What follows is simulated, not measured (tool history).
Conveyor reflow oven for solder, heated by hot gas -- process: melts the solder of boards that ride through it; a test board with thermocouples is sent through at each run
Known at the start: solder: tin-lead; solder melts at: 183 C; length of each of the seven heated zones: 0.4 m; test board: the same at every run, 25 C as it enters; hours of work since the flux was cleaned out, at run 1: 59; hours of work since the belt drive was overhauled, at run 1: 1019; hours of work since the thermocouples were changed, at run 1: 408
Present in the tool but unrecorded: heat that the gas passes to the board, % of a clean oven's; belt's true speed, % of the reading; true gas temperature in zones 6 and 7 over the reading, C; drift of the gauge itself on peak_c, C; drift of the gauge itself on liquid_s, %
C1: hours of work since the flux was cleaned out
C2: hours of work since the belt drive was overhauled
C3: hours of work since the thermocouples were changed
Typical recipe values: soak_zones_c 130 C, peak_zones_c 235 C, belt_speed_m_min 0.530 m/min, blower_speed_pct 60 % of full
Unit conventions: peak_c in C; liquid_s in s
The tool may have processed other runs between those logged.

run 1 hour=0.0 | soak_zones_c=130 peak_zones_c=235 belt_speed_m_min=0.530 blower_speed_pct=60 | C1=59 C2=1019 C3=408 | peak_c=217.0 liquid_s=63.4
run 2 hour=67.6 | soak_zones_c=130 peak_zones_c=235 belt_speed_m_min=0.530 blower_speed_pct=72 | C1=107 C2=1067 C3=457 | peak_c=218.9 liquid_s=66.4
run 3 hour=104.7 | soak_zones_c=130 peak_zones_c=235 belt_speed_m_min=0.449 blower_speed_pct=60 | C1=133 C2=1094 C3=483 | peak_c=221.1 liquid_s=82.2
-- hour=169.0 flux residue cleaned out of gas plates and filters
-- hour=182.2 belt drive overhauled, speed set with a stopwatch
run 4 hour=182.2 | soak_zones_c=130 peak_zones_c=235 belt_speed_m_min=0.449 blower_speed_pct=60 | C1=7 C2=0 C3=532 | peak_c=221.3 liquid_s=81.3
run 5 hour=243.8 | soak_zones_c=130 peak_zones_c=235 belt_speed_m_min=0.530 blower_speed_pct=60 | C1=50 C2=44 C3=576 | peak_c=215.9 liquid_s=62.6
run 6 hour=278.5 | soak_zones_c=130 peak_zones_c=235 belt_speed_m_min=0.530 blower_speed_pct=89 | C1=75 C2=69 C3=600 | peak_c=221.8 liquid_s=70.3
run 7 hour=347.2 | soak_zones_c=130 peak_zones_c=235 belt_speed_m_min=0.530 blower_speed_pct=60 | C1=124 C2=117 C3=649 | peak_c=216.5 liquid_s=63.1
run 8 hour=377.3 | soak_zones_c=130 peak_zones_c=235 belt_speed_m_min=0.530 blower_speed_pct=57 | C1=145 C2=139 C3=671 | peak_c=215.4 liquid_s=61.8
-- hour=425.9 flux residue cleaned out of gas plates and filters
run 9 hour=452.7 | soak_zones_c=130 peak_zones_c=235 belt_speed_m_min=0.530 blower_speed_pct=57 | C1=19 C2=189 C3=721 | peak_c=214.4 liquid_s=62.8
run 10 hour=521.7 | soak_zones_c=130 peak_zones_c=235 belt_speed_m_min=0.530 blower_speed_pct=60 | C1=68 C2=238 C3=770 | peak_c=216.4 liquid_s=64.0
run 11 hour=584.3 | soak_zones_c=130 peak_zones_c=235 belt_speed_m_min=0.530 blower_speed_pct=60 | C1=113 C2=283 C3=814 | peak_c=215.5 liquid_s=63.2
run 12 hour=613.9 | soak_zones_c=130 peak_zones_c=235 belt_speed_m_min=0.530 blower_speed_pct=60 | C1=134 C2=304 C3=835 | peak_c=215.4 liquid_s=62.6
-- hour=664.2 thermocouples of zones 6 and 7 changed
-- hour=680.9 flux residue cleaned out of gas plates and filters
run 13 hour=685.1 | soak_zones_c=130 peak_zones_c=235 belt_speed_m_min=0.530 blower_speed_pct=60 | C1=3 C2=349 C3=11 | peak_c=216.1 liquid_s=63.8
run 14 hour=743.8 | soak_zones_c=129 peak_zones_c=235 belt_speed_m_min=0.422 blower_speed_pct=53 | C1=45 C2=391 C3=53 | peak_c=221.2 liquid_s=87.4
run 15 hour=782.3 | soak_zones_c=145 peak_zones_c=235 belt_speed_m_min=0.422 blower_speed_pct=53 | C1=72 C2=418 C3=80 | peak_c=223.1 liquid_s=96.7
run 16 hour=816.0 | soak_zones_c=130 peak_zones_c=237 belt_speed_m_min=0.456 blower_speed_pct=55 | C1=96 C2=442 C3=104 | peak_c=221.2 liquid_s=80.3
run 17 hour=883.6 | soak_zones_c=130 peak_zones_c=235 belt_speed_m_min=0.607 blower_speed_pct=60 | C1=144 C2=491 C3=153 | peak_c=210.8 liquid_s=49.2
-- hour=932.0 flux residue cleaned out of gas plates and filters
run 18 hour=944.3 | soak_zones_c=130 peak_zones_c=235 belt_speed_m_min=0.607 blower_speed_pct=60 | C1=9 C2=530 C3=192 | peak_c=211.2 liquid_s=50.5
run 19 hour=978.8 | soak_zones_c=130 peak_zones_c=235 belt_speed_m_min=0.607 blower_speed_pct=60 | C1=33 C2=555 C3=217 | peak_c=211.5 liquid_s=49.9
run 20 hour=1033.2 | soak_zones_c=130 peak_zones_c=238 belt_speed_m_min=0.530 blower_speed_pct=60 | C1=72 C2=593 C3=255 | peak_c=219.0 liquid_s=67.1
run 21 hour=1101.8 | soak_zones_c=130 peak_zones_c=238 belt_speed_m_min=0.530 blower_speed_pct=60 | C1=121 C2=642 C3=304 | peak_c=218.9 liquid_s=64.9
run 22 hour=1133.8 | soak_zones_c=135 peak_zones_c=246 belt_speed_m_min=0.615 blower_speed_pct=62 | C1=144 C2=665 C3=327 | peak_c=220.9 liquid_s=61.1
-- hour=1183.2 flux residue cleaned out of gas plates and filters
run 23 hour=1201.1 | soak_zones_c=135 peak_zones_c=246 belt_speed_m_min=0.615 blower_speed_pct=62 | C1=13 C2=709 C3=371 | peak_c=221.5 liquid_s=60.0
run 24 hour=1261.9 | soak_zones_c=135 peak_zones_c=228 belt_speed_m_min=0.484 blower_speed_pct=67 | C1=56 C2=753 C3=415 | peak_c=215.2 liquid_s=72.2

Describe how what the log doesn't record of the tool's condition differs between the last listed run preceding each entry between runs and the first listed run following it.
Logged between run 3 and run 4: flux residue cleaned out of gas plates and filters (hour 169.0); belt drive overhauled, speed set with a stopwatch (hour 182.2)
  heat that the gas passes to the board, % of a clean oven's: 99.3 -> 100; belt's true speed, % of the reading: 99.75 -> 99.99; true gas temperature in zones 6 and 7 over the reading, C: -0.15 -> -0.17
Logged between run 8 and run 9: flux residue cleaned out of gas plates and filters (hour 425.9)
  heat that the gas passes to the board, % of a clean oven's: 99.4 -> 99.8; belt's true speed, % of the reading: 99.96 -> 99.95; true gas temperature in zones 6 and 7 over the reading, C: -0.21 -> -0.22
Logged between run 12 and run 13: thermocouples of zones 6 and 7 changed (hour 664.2); flux residue cleaned out of gas plates and filters (hour 680.9)
  heat that the gas passes to the board, % of a clean oven's: 99.3 -> 99.9; belt's true speed, % of the reading: 99.92 -> 99.91; true gas temperature in zones 6 and 7 over the reading, C: -0.25 -> 0.02
Logged between run 17 and run 18: flux residue cleaned out of gas plates and filters (hour 932.0)
  heat that the gas passes to the board, % of a clean oven's: 99.3 -> 99.9; belt's true speed, % of the reading: 99.88 -> 99.87; true gas temperature in zones 6 and 7 over the reading, C: -0.02 -> -0.03
Logged between run 22 and run 23: flux residue cleaned out of gas plates and filters (hour 1183.2)
  heat that the gas passes to the board, % of a clean oven's: 99.3 -> 99.9; belt's true speed, % of the reading: 99.84 -> 99.83; true gas temperature in zones 6 and 7 over the reading, C: -0.06 -> -0.08
